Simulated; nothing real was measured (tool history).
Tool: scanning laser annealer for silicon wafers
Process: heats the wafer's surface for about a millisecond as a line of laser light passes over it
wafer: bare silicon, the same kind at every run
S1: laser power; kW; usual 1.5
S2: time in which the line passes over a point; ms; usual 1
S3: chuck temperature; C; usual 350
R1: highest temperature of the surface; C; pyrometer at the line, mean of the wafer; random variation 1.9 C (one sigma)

| run | hour | S1 | S2 | S3 | R1 |
|---|---|---|---|---|---|
| 1 | 0 | 1.5 | 1 | 350 | 1165 |
| 2 | 13.4 | 1.5 | 1 | 349 | 1164 |
| 3 | 28.1 | 1.5 | 1 | 349 | 1163 |
| 4 | 37.8 | 1.5 | 1 | 349 | 1165 |
|  | 42.3 | window over the wafer cleaned |
| 5 | 47.3 | 1.582 | 1 | 350 | 1246 |
| 6 | 55.2 | 1.5 | 1 | 350 | 1195 |
| 7 | 70.7 | 1.5 | 1.14 | 350 | 1241 |
| 8 | 81.2 | 1.5 | 1.14 | 350 | 1240 |
| 9 | 91.2 | 1.5 | 1.14 | 350 | 1243 |
| 10 | 99.5 | 1.5 | 1.14 | 350 | 1241 |
| 11 | 113.8 | 1.436 | 1.14 | 350 | 1199 |
| 12 | 123.4 | 1.436 | 1.14 | 350 | 1197 |
| 13 | 138 | 1.5 | 1 | 337 | 1180 |
| 14 | 150.7 | 1.5 | 1 | 350 | 1192 |
| 15 | 160.5 | 1.5 | 1 | 350 | 1195 |
| 16 | 169.5 | 1.5 | 1 | 350 | 1194 |
| 17 | 180.2 | 1.5 | 1 | 350 | 1192 |
| 18 | 195.5 | 1.5 | 1 | 350 | 1190 |
| 19 | 212.6 | 1.5 | 1 | 350 | 1191 |
| 20 | 226.7 | 1.5 | 1.14 | 382 | 1269 |
| 21 | 241.1 | 1.558 | 0.93 | 368 | 1215 |
| 22 | 250.2 | 1.558 | 0.93 | 368 | 1219 |
| 23 | 267 | 1.558 | 0.93 | 368 | 1217 |
| 24 | 276.2 | 1.386 | 0.85 | 356 | 1072 |
| 25 | 284.6 | 1.386 | 0.85 | 356 | 1072 |
| 26 | 292.4 | 1.313 | 0.85 | 356 | 1028 |
| 27 | 300.3 | 1.5 | 0.96 | 350 | 1171 |
| 28 | 308.8 | 1.5 | 0.96 | 350 | 1172 |
| 29 | 324.1 | 1.289 | 0.96 | 375 | 1071 |
| 30 | 332.2 | 1.5 | 0.74 | 375 | 1111 |

Run 31 comes next. What will it give?
| 31 | 345.5 | 1.5 | 0.74 | 375 | ? |

Run 31 gave R1 1114 C.
Without the tool's hidden state the same run would have given R1 1125 C.
